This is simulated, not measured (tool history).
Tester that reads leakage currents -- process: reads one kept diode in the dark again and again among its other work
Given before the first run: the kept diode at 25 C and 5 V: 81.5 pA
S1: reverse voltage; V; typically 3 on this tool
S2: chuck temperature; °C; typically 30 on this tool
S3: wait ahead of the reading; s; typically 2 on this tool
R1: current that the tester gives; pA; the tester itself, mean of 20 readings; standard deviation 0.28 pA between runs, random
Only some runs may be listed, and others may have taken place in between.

Run 1, hour 0: usual settings. Result: R1 90.51 pA.
Run 2, hour 54.3: usual settings but S1 10.14 V. Result: R1 186.65 pA.
Run 3, hour 99.5: usual settings but S1 8.05 V. Result: R1 162.52 pA.
Run 4, hour 149.8: usual settings but S1 8.05 V. Result: R1 162.4 pA.
Run 5, hour 215: usual settings but S1 8.05 V. Result: R1 162.34 pA.
Run 6, hour 250: usual settings. Result: R1 90.57 pA.
Run 7, hour 320.2: usual settings but S2 56 °C. Result: R1 598.71 pA.
Run 8, hour 393.7: usual settings but S2 56 °C. Result: R1 599.14 pA.
Run 9, hour 467.9: usual settings but S2 56 °C. Result: R1 594.8 pA.
Run 10, hour 500.7: usual settings but S1 6.91 V, S2 56 °C. Result: R1 975.65 pA.
Run 11, hour 552.9: usual settings. Result: R1 89.99 pA.
Run 12, hour 621.1: usual settings. Result: R1 90.51 pA.
Run 13, hour 680.7: usual settings. Result: R1 90.34 pA.
Run 14, hour 747.5: usual settings. Result: R1 90.53 pA.
Run 15, hour 815.1: usual settings. Result: R1 90.14 pA.
Run 16, hour 862.2: usual settings. Result: R1 90.59 pA.
Run 17, hour 913: usual settings but S3 7.11 s. Result: R1 90.31 pA.
Run 18, hour 955.8: usual settings but S3 7.11 s. Result: R1 90.18 pA.
Run 19, hour 1018.9: usual settings but S3 7.11 s. Result: R1 90.35 pA.
Run 20, hour 1070.1: usual settings but S3 7.11 s. Result: R1 89.86 pA.
Run 21, hour 1102.5: usual settings but S3 7.11 s. Result: R1 90.5 pA.
Run 22, hour 1146.6: usual settings but S3 7.11 s. Result: R1 90.11 pA.
Run 23, hour 1178.3: usual settings but S3 1.27 s. Result: R1 90.4 pA.
Run 24, hour 1228.9: usual settings but S1 6.17 V, S2 26 °C, S3 3.72 s. Result: R1 100.84 pA.
Run 25, hour 1280.6: usual settings but S1 6.17 V, S2 26 °C, S3 3.72 s. Result: R1 100.87 pA.
Run 26, hour 1322.4: usual settings but S1 3.67 V, S2 26 °C, S3 9.28 s. Result: R1 73.5 pA.
Run 27, hour 1362.5: usual settings but S3 0.38 s. Result: R1 91.87 pA.
Run 28, hour 1409.5: usual settings but S3 0.38 s. Result: R1 91.52 pA.
Run 29, hour 1472.1: usual settings but S3 0.38 s. Result: R1 91.77 pA.
Run 30, hour 1507: usual settings but S1 1.04 V, S2 32 °C. Result: R1 56.6 pA.
Run 31, hour 1570.7: usual settings but S1 1.04 V, S2 32 °C. Result: R1 56.31 pA.
Run 32, hour 1631.2: usual settings but S1 13.93 V, S2 38 °C, S3 3.63 s. Result: R1 412.81 pA.
Run 33, hour 1707.2: usual settings but S3 2.22 s. Result: R1 90.47 pA.
Run 34, hour 1756.4: usual settings but S2 21 °C, S3 3.14 s. Result: R1 43.67 pA.
Run 35, hour 1797.6: usual settings but S1 3.29 V, S2 22 °C, S3 0.45 s. Result: R1 51.24 pA.
Run 36, hour 1834.8: usual settings but S1 3.29 V, S2 22 °C, S3 0.45 s. Result: R1 51.25 pA.
Run 37, hour 1886.8: usual settings but S1 3.29 V, S2 22 °C, S3 0.45 s. Result: R1 51.37 pA.
Run 38, hour 1945.5: usual settings but S1 3.29 V, S2 57 °C, S3 0.45 s. Result: R1 679.06 pA.
Run 39, hour 2015.6: usual settings but S1 15.76 V, S2 43 °C, S3 0.45 s. Result: R1 649.71 pA.

Table of differences, measured result less the result of that run with no hidden state. Run-to-run variation is the same in both. Gauge scatter possibly is not:
Hidden conditions of the tool in this case: stray current of the dirty probe card, pA a volt; current scale over the true one, %; true chuck temperature over the reading, C; drift of the gauge itself on leakage_pa, %.
run     R1
  1  -0.01
  2  +0.04
  3  +0.02
  4  +0.02
  5  +0.02
  6  -0.01
  7   -0.3
  8  -0.32
  9  -0.33
 10  -0.52
 11  -0.01
 12  -0.02
 13  -0.01
 14  -0.01
 15  -0.02
 16  -0.02
 17  -0.02
 18  -0.01
 19  -0.02
 20  -0.02
 21  -0.02
 22  -0.02
 23  -0.02
 24  +0.06
 25  +0.06
 26  +0.01
 27  -0.02
 28  -0.03
 29  -0.02
 30  -0.05
 31  -0.04
 32  -0.07
 33  -0.03
 34  +0.04
 35  +0.04
 36  +0.05
 37  +0.05
 38  -0.78
 39  -0.33

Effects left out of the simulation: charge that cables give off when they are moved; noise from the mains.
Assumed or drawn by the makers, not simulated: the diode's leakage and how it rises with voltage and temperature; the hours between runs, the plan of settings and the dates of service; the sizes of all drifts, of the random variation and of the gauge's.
